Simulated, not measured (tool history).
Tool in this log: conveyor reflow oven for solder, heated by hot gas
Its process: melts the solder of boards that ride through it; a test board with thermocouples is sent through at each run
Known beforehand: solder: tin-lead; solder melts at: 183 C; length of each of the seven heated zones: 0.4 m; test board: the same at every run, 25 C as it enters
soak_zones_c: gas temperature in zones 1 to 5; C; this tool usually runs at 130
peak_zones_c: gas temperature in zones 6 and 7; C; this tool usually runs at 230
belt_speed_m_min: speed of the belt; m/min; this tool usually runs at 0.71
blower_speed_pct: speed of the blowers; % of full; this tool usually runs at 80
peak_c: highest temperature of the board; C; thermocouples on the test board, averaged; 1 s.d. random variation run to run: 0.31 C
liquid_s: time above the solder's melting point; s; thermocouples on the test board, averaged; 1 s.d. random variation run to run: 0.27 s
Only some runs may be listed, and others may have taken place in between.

run,hour,soak_zones_c,peak_zones_c,belt_speed_m_min,blower_speed_pct,peak_c,liquid_s
1,0,130,230,0.71,80,218.9,51.3
2,8.6,130,230,0.682,80,220.4,54.2
3,17.3,130,230,0.682,80,220.1,54.3
4,25.3,130,230,0.682,80,220.1,53.9
5,32.3,130,230,0.682,80,219.7,54.8
6,38.8,130,230,0.71,51,210.4,43.4
7,50.6,130,230,0.71,80,218.8,50.6
8,61.7,130,226,0.71,80,215.6,49
9,72.1,130,226,0.71,80,215.6,48.8
10,84.2,130,236,0.71,80,224.5,54.3
11,91.7,130,236,0.71,80,224.7,54.1
12,104,130,223,0.71,80,212.6,46.5
13,117.6,130,223,0.71,80,212.4,47.4
14,125.1,132,230,0.71,80,219.5,52
15,136.5,130,230,0.786,80,216,43.5
16,149.4,130,230,0.728,80,217.5,49.2
17,161.2,130,220,0.71,80,208.8,44.3
18,173.8,120,229,0.576,69,219.8,61.2
19,186.7,125,229,0.713,53,208.8,39.7
20,197.9,130,230,0.732,62,212.9,44.3
21,207,133,243,0.71,80,230.1,57.9
22,214.7,133,243,0.71,80,231.1,58.1
23,220.4,119,225,0.61,64,212.5,52.3
24,232.7,130,230,0.714,80,218.1,50.2
25,243.4,130,220,0.71,80,209.7,44.4
26,257.1,127,226,0.71,80,214.8,47.3
27,264.3,130,232,0.71,80,220.3,52.2
28,273.8,130,232,0.71,80,220.5,51.9
29,280.7,122,237,0.769,52,211.3,37.8
30,290.9,122,237,0.769,52,211.5,37.7

Below, each run's measurement less what the same run would have read without the hidden state. Both values contain the same run-to-run variation, but the gauge's scatter may not be the same in both:
The hidden state here: heat that the gas passes to the board, % of a clean oven's; belt's true speed, % of the reading; true gas temperature in zones 6 and 7 over the reading, C; drift of the gauge itself on peak_c, C; drift of the gauge itself on liquid_s, %.
run,peak_c,liquid_s
1,+0.2,+0.4
2,+0.2,+0.3
3,+0.2,+0.4
4,+0.1,+0.3
5,+0.1,+0.3
6,+0.2,+0.4
7,+0,+0.3
8,+0,+0.2
9,+0,+0.2
10,-0.1,+0.2
11,-0.1,+0.2
12,-0.1,+0.1
13,-0.1,+0.1
14,-0.2,+0.2
15,-0.3,+0
16,-0.3,+0
17,-0.3,-0.1
18,-0.2,+0.1
19,-0.2,+0
20,-0.3,-0.1
21,-0.5,+0.2
22,-0.5,+0.2
23,-0.4,-0.1
24,-0.5,-0.1
25,-0.5,-0.3
26,-0.6,-0.3
27,-0.6,-0.2
28,-0.6,-0.2
29,-0.5,-0.2
30,-0.6,-0.2

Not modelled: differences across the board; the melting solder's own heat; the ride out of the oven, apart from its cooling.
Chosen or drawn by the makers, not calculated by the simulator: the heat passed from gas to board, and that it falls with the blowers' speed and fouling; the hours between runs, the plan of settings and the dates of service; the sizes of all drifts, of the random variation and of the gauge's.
